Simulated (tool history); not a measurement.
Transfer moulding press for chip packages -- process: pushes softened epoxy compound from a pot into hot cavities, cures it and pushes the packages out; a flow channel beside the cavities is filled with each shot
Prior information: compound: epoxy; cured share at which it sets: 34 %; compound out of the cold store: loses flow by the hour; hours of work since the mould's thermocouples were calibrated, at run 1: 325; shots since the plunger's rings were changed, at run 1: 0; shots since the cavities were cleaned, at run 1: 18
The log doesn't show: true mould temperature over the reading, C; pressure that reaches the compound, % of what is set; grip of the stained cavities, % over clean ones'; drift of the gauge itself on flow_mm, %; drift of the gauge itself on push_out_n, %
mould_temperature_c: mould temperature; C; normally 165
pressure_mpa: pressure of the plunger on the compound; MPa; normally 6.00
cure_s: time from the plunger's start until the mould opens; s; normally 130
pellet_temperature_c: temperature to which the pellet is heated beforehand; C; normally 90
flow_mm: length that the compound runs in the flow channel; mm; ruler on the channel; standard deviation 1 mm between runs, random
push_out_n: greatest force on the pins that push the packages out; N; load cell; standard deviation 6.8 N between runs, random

run,hour,mould_temperature_c,pressure_mpa,cure_s,pellet_temperature_c,hours of work since the mould's thermocouples were calibrated,shots since the plunger's rings were changed,shots since the cavities were cleaned,incoming compound's hours out of the cold store,flow_mm,push_out_n
1,0.0,165,6.00,130,90,325,0,18,47.6,489,286
2,16.8,165,6.00,130,90,333,103,121,34.5,509,352
3,25.5,159,6.00,130,90,336,157,175,36.4,522,498
4,40.4,159,6.00,130,90,343,248,266,12.9,563,590
5,49.7,165,6.00,130,95,347,305,323,44.4,492,447
6,62.6,172,6.00,130,95,353,384,402,42.1,478,430
7,78.6,165,6.00,130,90,360,482,500,24.3,524,500
# hour 83.7: cavities cleaned with cleaning compound and waxed
8,99.0,165,6.00,130,90,368,598,94,19.1,536,607
9,113.2,165,6.00,130,90,374,685,181,40.3,497,567
10,124.0,165,6.00,130,90,379,752,248,29.7,517,578
11,136.9,165,6.00,130,90,385,831,327,37.5,503,598
# hour 139.8: cavities cleaned with cleaning compound and waxed, once more
12,155.9,165,6.00,130,86,392,938,99,38.7,499,345
13,170.5,165,6.00,130,90,399,1028,189,22.0,526,409
14,180.8,165,6.00,150,90,403,1091,252,30.0,514,389
15,198.8,165,6.00,150,90,411,1201,362,43.7,489,415
16,217.0,166,7.29,155,93,419,1312,473,36.1,549,434
# hour 226.1: cavities cleaned with cleaning compound and waxed
17,235.6,166,7.29,155,93,427,1417,57,16.5,586,273
18,252.0,163,4.70,130,90,434,1518,158,33.5,452,389
19,263.7,165,6.00,130,86,439,1590,230,11.1,544,417
20,283.9,165,6.00,130,93,448,1714,354,14.0,536,464
21,293.3,165,6.00,130,93,452,1772,412,43.6,487,450
# hour 313.1: cavities cleaned with cleaning compound and waxed
22,313.1,165,6.00,130,93,460,1884,0,8.2,547,292
23,329.1,171,5.45,131,90,467,1982,98,41.1,456,311
24,338.2,164,6.00,134,90,471,2037,153,27.0,517,368
25,347.9,164,6.00,134,90,475,2097,213,42.0,491,395
26,364.6,164,6.00,134,90,483,2200,316,14.5,538,447
# hour 368.3: mould's thermocouples calibrated
27,383.4,164,6.00,134,90,7,2303,419,28.8,515,482
28,398.4,165,7.16,170,90,13,2395,511,10.9,596,451

Branching from run 28: 4 alternative next runs. What would each branch give?
# hour 402.2: cavities cleaned with cleaning compound and waxed
A,412.6,168,7.23,130,90,19,2473,64,41.3,?,?
# hour 402.2: cavities cleaned with cleaning compound and waxed
B,412.6,165,4.84,140,99,19,2473,64,28.9,?,?
# hour 402.2: cavities cleaned with cleaning compound and waxed
C,412.6,161,6.00,130,93,19,2473,64,8.6,?,?
# hour 402.2: cavities cleaned with cleaning compound and waxed
D,412.6,165,7.16,116,90,19,2473,64,34.1,?,?

run,flow_mm,push_out_n
A,530,304
B,456,300
C,556,403
D,547,372
With the hidden condition removed and each run's random variation left untouched, the same runs would have given:
run,flow_mm,push_out_n
A,542,257
B,466,253
C,569,347
D,559,318
